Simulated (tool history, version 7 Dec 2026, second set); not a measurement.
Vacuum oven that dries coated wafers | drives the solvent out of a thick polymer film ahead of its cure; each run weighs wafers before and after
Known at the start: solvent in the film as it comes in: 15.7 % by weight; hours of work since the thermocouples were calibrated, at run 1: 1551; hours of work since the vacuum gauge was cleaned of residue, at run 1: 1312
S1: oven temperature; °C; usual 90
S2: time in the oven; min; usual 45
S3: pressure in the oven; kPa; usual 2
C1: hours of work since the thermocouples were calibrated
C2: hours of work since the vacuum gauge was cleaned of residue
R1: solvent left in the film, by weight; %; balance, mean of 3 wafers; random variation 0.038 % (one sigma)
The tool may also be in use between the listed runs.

Run 1, day 0: usual settings; C1 1551; C2 1312. Result: R1 3.38 %.
At day 3.279: oven's thermocouples calibrated.
Run 2, day 4.108: usual settings; C1 10; C2 1363. Result: R1 3.93 %.
Run 3, day 6.388: usual settings; C1 39; C2 1391. Result: R1 3.95 %.
Run 4, day 9.317: usual settings; C1 75; C2 1428. Result: R1 4 %.
Run 5, day 11.508: usual settings but S1 76 °C; C1 103; C2 1455. Result: R1 8.21 %.
Run 6, day 16.417: usual settings but S1 76 °C; C1 164; C2 1516. Result: R1 8.18 %.
Run 7, day 20.271: usual settings but S1 76 °C; C1 212; C2 1564. Result: R1 8.21 %.
Run 8, day 23.292: usual settings but S1 76 °C; C1 250; C2 1602. Result: R1 8.23 %.
Run 9, day 26.975: usual settings but S1 76 °C; C1 296; C2 1648. Result: R1 8.15 %.
Run 10, day 31.021: usual settings but S1 76 °C; C1 346; C2 1698. Result: R1 8.18 %.
Run 11, day 33.771: usual settings; C1 380; C2 1733. Result: R1 3.83 %.
Run 12, day 37.712: usual settings; C1 430; C2 1782. Result: R1 3.85 %.
Run 13, day 40.754: usual settings but S3 2.97 kPa; C1 467; C2 1820. Result: R1 4.17 %.
Run 14, day 44.262: usual settings; C1 511; C2 1864. Result: R1 3.8 %.
Run 15, day 49.021: usual settings but S1 93 °C; C1 571; C2 1923. Result: R1 2.94 %.
Run 16, day 53.121: usual settings but S1 76 °C, S2 25 min; C1 622; C2 1974. Result: R1 10.01 %.
Run 17, day 55.788: usual settings but S2 44 min; C1 655; C2 2007. Result: R1 3.81 %.
Run 18, day 60.575: usual settings but S1 105 °C, S2 44 min, S3 2.52 kPa; C1 715; C2 2067. Result: R1 1.02 %.
Run 19, day 62.612: usual settings but S1 96 °C, S2 32 min; C1 740; C2 2092. Result: R1 3.5 %.
Run 20, day 67.154: usual settings but S1 89 °C, S2 27 min, S3 6.16 kPa; C1 797; C2 2149. Result: R1 7.38 %.
Run 21, day 71.471: usual settings but S3 5.58 kPa; C1 851; C2 2203. Result: R1 4.96 %.
Run 22, day 75.996: usual settings but S2 75 min, S3 2.94 kPa; C1 907; C2 2259. Result: R1 2.34 %.
Run 23, day 80.225: usual settings but S1 91 °C, S3 1.33 kPa; C1 960; C2 2312. Result: R1 3.15 %.
Run 24, day 83.175: usual settings but S1 91 °C, S2 71 min, S3 7.62 kPa; C1 997; C2 2349. Result: R1 4.01 %.
Run 25, day 86.333: usual settings but S1 103 °C, S2 54 min, S3 3.71 kPa; C1 1036; C2 2388. Result: R1 1.25 %.
Run 26, day 90.742: usual settings but S1 95 °C, S2 54 min, S3 3.71 kPa; C1 1091; C2 2443. Result: R1 2.38 %.
Run 27, day 94.579: usual settings but S1 87 °C, S2 36 min, S3 2.97 kPa; C1 1139; C2 2491. Result: R1 5.77 %.
Run 28, day 99.096: usual settings but S3 4.74 kPa; C1 1195; C2 2548. Result: R1 4.54 %.

Forecast each of these 5 alternatives for the next run:
Run A, day 101.517: usual settings but S3 4.89 kPa; C1 1225; C2 2578. Result: R1 ?.
Run B, day 101.517: usual settings but S1 105 °C; C1 1225; C2 2578. Result: R1 ?.
Run C, day 101.517: usual settings but S3 2.2 kPa; C1 1225; C2 2578. Result: R1 ?.
Run D, day 101.517: usual settings but S1 89 °C, S2 70 min, S3 1.02 kPa; C1 1225; C2 2578. Result: R1 ?.
Run E, day 101.517: usual settings but S2 75 min, S3 4.74 kPa; C1 1225; C2 2578. Result: R1 ?.

run    R1
  A  4.53
  B  0.86
  C  3.71
  D  1.95
  E  2.91
Without the tool's hidden state the same runs would have given:
run    R1
  A  4.98
  B  0.95
  C  4.14
  D  2.23
  E  3.19
